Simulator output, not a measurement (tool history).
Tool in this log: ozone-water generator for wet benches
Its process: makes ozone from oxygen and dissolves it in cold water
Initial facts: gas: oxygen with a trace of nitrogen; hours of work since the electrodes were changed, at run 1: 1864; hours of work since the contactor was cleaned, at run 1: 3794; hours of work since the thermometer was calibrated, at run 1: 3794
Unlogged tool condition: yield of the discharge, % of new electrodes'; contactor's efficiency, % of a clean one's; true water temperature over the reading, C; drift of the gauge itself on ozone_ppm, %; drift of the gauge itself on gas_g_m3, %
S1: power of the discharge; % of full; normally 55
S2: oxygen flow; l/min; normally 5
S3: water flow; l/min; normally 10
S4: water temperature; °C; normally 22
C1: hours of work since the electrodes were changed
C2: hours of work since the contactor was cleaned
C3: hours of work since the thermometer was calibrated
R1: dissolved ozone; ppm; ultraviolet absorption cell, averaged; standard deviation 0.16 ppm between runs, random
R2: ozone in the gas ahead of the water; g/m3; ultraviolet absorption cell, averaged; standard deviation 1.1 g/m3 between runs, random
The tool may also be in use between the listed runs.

Run 1, day 0: usual settings; C1 1864; C2 3794; C3 3794. Result: R1 18.1 ppm, R2 181.6 g/m3.
Run 2, day 1.162: usual settings; C1 1885; C2 3815; C3 3815. Result: R1 18 ppm, R2 184.5 g/m3.
Run 3, day 3.175: usual settings; C1 1922; C2 3851; C3 3851. Result: R1 17.8 ppm, R2 182.2 g/m3.
Run 4, day 4.925: usual settings; C1 1953; C2 3883; C3 3883. Result: R1 17.6 ppm, R2 181.1 g/m3.
Run 5, day 6.946: usual settings; C1 1990; C2 3919; C3 3919. Result: R1 17.6 ppm, R2 182 g/m3.
Run 6, day 9.354: usual settings; C1 2034; C2 3963; C3 3963. Result: R1 17.9 ppm, R2 180.3 g/m3.
Run 7, day 10.925: usual settings; C1 2062; C2 3991; C3 3991. Result: R1 17.5 ppm, R2 180.6 g/m3.
Run 8, day 12.85: usual settings; C1 2097; C2 4026; C3 4026. Result: R1 17.6 ppm, R2 182.7 g/m3.
Run 9, day 15.012: usual settings; C1 2136; C2 4065; C3 4065. Result: R1 17.6 ppm, R2 180.2 g/m3.
Run 10, day 16.971: usual settings; C1 2171; C2 4100; C3 4100. Result: R1 17.6 ppm, R2 182.3 g/m3.
Run 11, day 18.642: usual settings but S1 50 % of full; C1 2201; C2 4131; C3 4131. Result: R1 16.1 ppm, R2 168.7 g/m3.
Run 12, day 21.025: usual settings but S3 8 l/min; C1 2245; C2 4174; C3 4174. Result: R1 20 ppm, R2 181 g/m3.
At day 21.221: water thermometer calibrated.
Run 13, day 22.396: usual settings but S3 8 l/min; C1 2269; C2 4198; C3 21. Result: R1 20 ppm, R2 180.5 g/m3.
Run 14, day 24.929: usual settings but S3 8 l/min; C1 2315; C2 4244; C3 67. Result: R1 19.7 ppm, R2 180.6 g/m3.
Run 15, day 27.65: usual settings; C1 2364; C2 4293; C3 116. Result: R1 17.3 ppm, R2 179.9 g/m3.
Run 16, day 30.396: usual settings but S4 21 °C; C1 2413; C2 4343; C3 166. Result: R1 17.9 ppm, R2 179.2 g/m3.
Run 17, day 31.629: usual settings but S4 15 °C; C1 2436; C2 4365; C3 188. Result: R1 20 ppm, R2 180.4 g/m3.
Run 18, day 33.242: usual settings but S1 44 % of full, S2 8.14 l/min, S3 14 l/min, S4 18 °C; C1 2465; C2 4394; C3 217. Result: R1 10.8 ppm, R2 107.8 g/m3.
Run 19, day 35.375: usual settings but S1 44 % of full, S2 4.7 l/min, S3 14 l/min, S4 21 °C; C1 2503; C2 4433; C3 256. Result: R1 11.8 ppm, R2 157.4 g/m3.
At day 35.879: water thermometer calibrated, once more.
Run 20, day 37.954: usual settings but S1 44 % of full, S2 4.7 l/min, S3 14 l/min, S4 21 °C; C1 2550; C2 4479; C3 38. Result: R1 12.4 ppm, R2 158.9 g/m3.
Run 21, day 39.908: usual settings but S1 62 % of full, S2 5.85 l/min, S3 14 l/min, S4 15 °C; C1 2585; C2 4514; C3 73. Result: R1 16.4 ppm, R2 173.9 g/m3.
Run 22, day 42.554: usual settings but S1 99 % of full, S3 12 l/min; C1 2633; C2 4562; C3 121. Result: R1 24 ppm, R2 281.4 g/m3.
Run 23, day 44.808: usual settings but S2 3.2 l/min, S3 13 l/min, S4 19 °C; C1 2674; C2 4603; C3 161. Result: R1 16.7 ppm, R2 242.2 g/m3.
Run 24, day 46.858: usual settings but S2 3.2 l/min, S3 13 l/min, S4 19 °C; C1 2711; C2 4640; C3 198. Result: R1 17 ppm, R2 243.2 g/m3.
Run 25, day 48.925: usual settings but S1 60 % of full, S2 7.31 l/min, S3 7 l/min, S4 24 °C; C1 2748; C2 4677; C3 236. Result: R1 18.3 ppm, R2 147.6 g/m3.
Run 26, day 50.908: usual settings but S1 43 % of full, S4 21 °C; C1 2784; C2 4713; C3 272. Result: R1 14.6 ppm, R2 149.1 g/m3.
Run 27, day 52.4: usual settings but S1 43 % of full, S4 21 °C; C1 2811; C2 4740; C3 299. Result: R1 14.5 ppm, R2 147.8 g/m3.
Run 28, day 53.829: usual settings but S1 43 % of full, S2 6.64 l/min, S3 13 l/min, S4 19 °C; C1 2837; C2 4766; C3 324. Result: R1 11.8 ppm, R2 123.1 g/m3.
Run 29, day 56.296: usual settings but S1 43 % of full, S2 6.64 l/min, S3 13 l/min, S4 19 °C; C1 2881; C2 4810; C3 369. Result: R1 11.7 ppm, R2 121.3 g/m3.
Run 30, day 57.554: usual settings but S1 43 % of full, S2 6.64 l/min, S3 13 l/min, S4 19 °C; C1 2904; C2 4833; C3 392. Result: R1 11.5 ppm, R2 121.7 g/m3.
Run 31, day 59.392: usual settings but S2 8.04 l/min, S4 26 °C; C1 2937; C2 4866; C3 425. Result: R1 12.9 ppm, R2 128.6 g/m3.
Run 32, day 62.029: usual settings but S1 53 % of full, S2 5.36 l/min; C1 2985; C2 4914; C3 473. Result: R1 16.1 ppm, R2 164 g/m3.
Run 33, day 63.233: usual settings but S1 53 % of full, S2 5.36 l/min; C1 3007; C2 4936; C3 494. Result: R1 16.2 ppm, R2 166.1 g/m3.

Forecast each of these 4 alternatives for the next run:
Run A, day 65.162: usual settings but S1 65 % of full, S3 12 l/min; C1 3041; C2 4971; C3 529. Result: R1 ?, R2 ?.
Run B, day 65.162: usual settings but S1 52 % of full, S2 2.68 l/min, S4 21 °C; C1 3041; C2 4971; C3 529. Result: R1 ?, R2 ?.
Run C, day 65.162: usual settings but S1 50 % of full, S4 25 °C; C1 3041; C2 4971; C3 529. Result: R1 ?, R2 ?.
Run D, day 65.162: usual settings but S3 11 l/min, S4 15 °C; C1 3041; C2 4971; C3 529. Result: R1 ?, R2 ?.

run    R1     R2
  A    17    201
  B  19.5  260.4
  C    15  165.3
  D  18.2  179.8
What these runs would have given with no unlogged condition in the tool:
run    R1     R2
  A  20.7  221.7
  B  23.2  281.8
  C  17.8  178.3
  D  21.8  195.5
